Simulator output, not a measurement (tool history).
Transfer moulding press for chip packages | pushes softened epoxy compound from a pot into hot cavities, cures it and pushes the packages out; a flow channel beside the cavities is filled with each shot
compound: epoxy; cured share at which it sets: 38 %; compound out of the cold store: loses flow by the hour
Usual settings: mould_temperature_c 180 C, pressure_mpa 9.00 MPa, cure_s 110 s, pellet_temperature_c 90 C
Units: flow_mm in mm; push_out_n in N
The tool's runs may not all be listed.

| run | day | mould_temperature_c | pressure_mpa | cure_s | pellet_temperature_c | incoming compound's hours out of the cold store | flow_mm | push_out_n |
|---|---|---|---|---|---|---|---|---|
| 1 | 0.000 | 180 | 9.00 | 110 | 90 | 22.3 | 957 | 215 |
| 2 | 1.221 | 180 | 9.00 | 110 | 90 | 15.9 | 980 | 262 |
| 3 | 3.233 | 180 | 9.00 | 110 | 90 | 38.8 | 881 | 288 |
|  | 3.979 | plunger's sealing rings changed |
|  | 4.042 | cavities cleaned with cleaning compound and waxed |
| 4 | 5.442 | 180 | 9.11 | 110 | 90 | 24.6 | 974 | 328 |
| 5 | 6.871 | 180 | 9.00 | 110 | 90 | 27.7 | 957 | 301 |
|  | 8.033 | cavities cleaned with cleaning compound and waxed |
| 6 | 9.029 | 182 | 9.00 | 110 | 90 | 16.8 | 984 | 223 |
| 7 | 10.046 | 182 | 9.00 | 110 | 90 | 20.5 | 966 | 261 |
| 8 | 11.850 | 182 | 9.00 | 110 | 90 | 13.9 | 988 | 272 |
|  | 12.017 | cavities cleaned with cleaning compound and waxed |
| 9 | 12.871 | 180 | 9.00 | 110 | 90 | 43.7 | 877 | 232 |
|  | 13.362 | cavities cleaned with cleaning compound and waxed, once more |
| 10 | 14.642 | 173 | 10.55 | 133 | 86 | 47.4 | 961 | 257 |
| 11 | 16.433 | 184 | 9.00 | 110 | 90 | 42.6 | 852 | 254 |
|  | 17.412 | cavities cleaned with cleaning compound and waxed |
|  | 17.808 | plunger's sealing rings changed |
| 12 | 18.704 | 182 | 9.00 | 125 | 90 | 44.4 | 886 | 217 |
| 13 | 20.262 | 182 | 9.00 | 125 | 90 | 20.8 | 974 | 242 |
|  | 21.492 | cavities cleaned with cleaning compound and waxed |
| 14 | 21.892 | 182 | 9.34 | 125 | 90 | 20.4 | 988 | 188 |
| 15 | 23.404 | 182 | 9.34 | 125 | 90 | 24.6 | 966 | 229 |
| 16 | 24.504 | 180 | 9.00 | 99 | 93 | 46.8 | 866 | 304 |
|  | 25.458 | cavities cleaned with cleaning compound and waxed |
| 17 | 25.850 | 180 | 9.00 | 114 | 98 | 11.1 | 1008 | 209 |

3 ways to go on from here, each from the tool as it stands after run 17. What would each give?
| A | 26.846 | 180 | 9.00 | 127 | 95 | 47.3 | ? | ? |
| B | 26.846 | 180 | 9.58 | 110 | 90 | 32.1 | ? | ? |
| C | 26.846 | 180 | 9.00 | 114 | 98 | 43.0 | ? | ? |

| run | flow_mm | push_out_n |
|---|---|---|
| A | 854 | 219 |
| B | 945 | 248 |
| C | 869 | 235 |
Without the tool's hidden state the same runs would have given:
| run | flow_mm | push_out_n |
|---|---|---|
| A | 884 | 173 |
| B | 978 | 199 |
| C | 899 | 188 |

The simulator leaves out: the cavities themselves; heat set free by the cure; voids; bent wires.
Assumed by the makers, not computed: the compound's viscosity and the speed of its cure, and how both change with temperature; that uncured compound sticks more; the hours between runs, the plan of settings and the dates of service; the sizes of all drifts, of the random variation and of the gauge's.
